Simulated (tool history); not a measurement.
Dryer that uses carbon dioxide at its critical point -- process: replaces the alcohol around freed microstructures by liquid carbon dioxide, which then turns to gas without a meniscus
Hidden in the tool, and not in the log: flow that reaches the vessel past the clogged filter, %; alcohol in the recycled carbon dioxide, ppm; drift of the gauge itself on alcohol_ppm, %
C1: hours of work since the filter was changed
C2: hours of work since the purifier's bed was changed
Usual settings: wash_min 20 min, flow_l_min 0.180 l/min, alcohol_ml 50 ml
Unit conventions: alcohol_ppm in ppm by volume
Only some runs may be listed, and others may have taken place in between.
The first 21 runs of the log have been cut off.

Run 22, hour 178.0: usual settings but flow_l_min 0.160 l/min; C1 129; C2 243. Result: alcohol_ppm 351 ppm by volume.
Run 23, hour 188.5: usual settings but alcohol_ml 34 ml; C1 133; C2 247. Result: alcohol_ppm 177 ppm by volume.
Run 24, hour 200.2: usual settings but alcohol_ml 34 ml; C1 137; C2 251. Result: alcohol_ppm 169 ppm by volume.
Run 25, hour 211.1: usual settings but wash_min 15 min, flow_l_min 0.217 l/min, alcohol_ml 42 ml; C1 141; C2 255. Result: alcohol_ppm 309 ppm by volume.
Run 26, hour 221.2: usual settings but wash_min 15 min, flow_l_min 0.199 l/min, alcohol_ml 102 ml; C1 145; C2 259. Result: alcohol_ppm 1018 ppm by volume.
Run 27, hour 228.5: usual settings but wash_min 15 min, flow_l_min 0.199 l/min, alcohol_ml 102 ml; C1 148; C2 262. Result: alcohol_ppm 1021 ppm by volume.
Run 28, hour 237.2: usual settings but wash_min 12 min, flow_l_min 0.137 l/min, alcohol_ml 63 ml; C1 151; C2 265. Result: alcohol_ppm 6411 ppm by volume.
Run 29, hour 248.7: usual settings but wash_min 26 min, flow_l_min 0.203 l/min, alcohol_ml 57 ml; C1 155; C2 269. Result: alcohol_ppm 86 ppm by volume.
Run 30, hour 253.7: usual settings but wash_min 18 min, flow_l_min 0.126 l/min, alcohol_ml 107 ml; C1 157; C2 271. Result: alcohol_ppm 3507 ppm by volume.
Run 31, hour 262.2: usual settings but wash_min 23 min, flow_l_min 0.132 l/min, alcohol_ml 21 ml; C1 160; C2 274. Result: alcohol_ppm 237 ppm by volume.
Run 32, hour 270.1: usual settings but wash_min 14 min, flow_l_min 0.215 l/min, alcohol_ml 93 ml; C1 163; C2 277. Result: alcohol_ppm 932 ppm by volume.
Run 33, hour 280.5: usual settings but alcohol_ml 46 ml; C1 167; C2 281. Result: alcohol_ppm 235 ppm by volume.
Run 34, hour 286.9: usual settings but flow_l_min 0.151 l/min, alcohol_ml 45 ml; C1 170; C2 283. Result: alcohol_ppm 475 ppm by volume.
Run 35, hour 298.5: usual settings but alcohol_ml 62 ml; C1 174; C2 288. Result: alcohol_ppm 279 ppm by volume.
Run 36, hour 305.7: usual settings but wash_min 12 min, alcohol_ml 62 ml; C1 177; C2 290. Result: alcohol_ppm 2692 ppm by volume.
Run 37, hour 310.8: usual settings but wash_min 12 min, flow_l_min 0.175 l/min, alcohol_ml 62 ml; C1 179; C2 292. Result: alcohol_ppm 3008 ppm by volume.
Run 38, hour 322.1: usual settings but wash_min 12 min, flow_l_min 0.175 l/min, alcohol_ml 62 ml; C1 183; C2 296. Result: alcohol_ppm 3036 ppm by volume.
Run 39, hour 331.6: usual settings but wash_min 12 min, flow_l_min 0.175 l/min, alcohol_ml 62 ml; C1 186; C2 300. Result: alcohol_ppm 2998 ppm by volume.
Run 40, hour 337.1: usual settings but flow_l_min 0.138 l/min, alcohol_ml 37 ml; C1 188; C2 302. Result: alcohol_ppm 609 ppm by volume.
Run 41, hour 349.3: usual settings but wash_min 17 min, flow_l_min 0.114 l/min, alcohol_ml 103 ml; C1 193; C2 307. Result: alcohol_ppm 6311 ppm by volume.
Run 42, hour 356.1: usual settings but flow_l_min 0.263 l/min, alcohol_ml 41 ml; C1 195; C2 309. Result: alcohol_ppm 85 ppm by volume.
Run 43, hour 366.5: usual settings but flow_l_min 0.296 l/min, alcohol_ml 44 ml; C1 199; C2 313. Result: alcohol_ppm 87 ppm by volume.
Run 44, hour 371.5: usual settings but wash_min 16 min, flow_l_min 0.144 l/min, alcohol_ml 89 ml; C1 201; C2 315. Result: alcohol_ppm 2976 ppm by volume.
Run 45, hour 379.5: usual settings but wash_min 16 min, flow_l_min 0.144 l/min, alcohol_ml 89 ml; C1 204; C2 318. Result: alcohol_ppm 3006 ppm by volume.
Run 46, hour 390.9: usual settings but wash_min 16 min, flow_l_min 0.144 l/min, alcohol_ml 89 ml; C1 208; C2 322. Result: alcohol_ppm 3007 ppm by volume.

Forecast each of these 4 alternatives for the next run:
Run A, hour 397.0: usual settings but wash_min 16 min, flow_l_min 0.110 l/min, alcohol_ml 89 ml; C1 211; C2 324. Result: alcohol_ppm ?.
Run B, hour 397.0: usual settings but wash_min 19 min, flow_l_min 0.144 l/min, alcohol_ml 89 ml; C1 211; C2 324. Result: alcohol_ppm ?.
Run C, hour 397.0: usual settings but wash_min 13 min, flow_l_min 0.155 l/min, alcohol_ml 54 ml; C1 211; C2 324. Result: alcohol_ppm ?.
Run D, hour 397.0: usual settings but flow_l_min 0.118 l/min, alcohol_ml 72 ml; C1 211; C2 324. Result: alcohol_ppm ?.

run  alcohol_ppm
  A         7406
  B         1462
  C         3090
  D         2205
What these runs would have given with no unlogged condition in the tool:
run  alcohol_ppm
  A         5328
  B          844
  C         2098
  D         1383
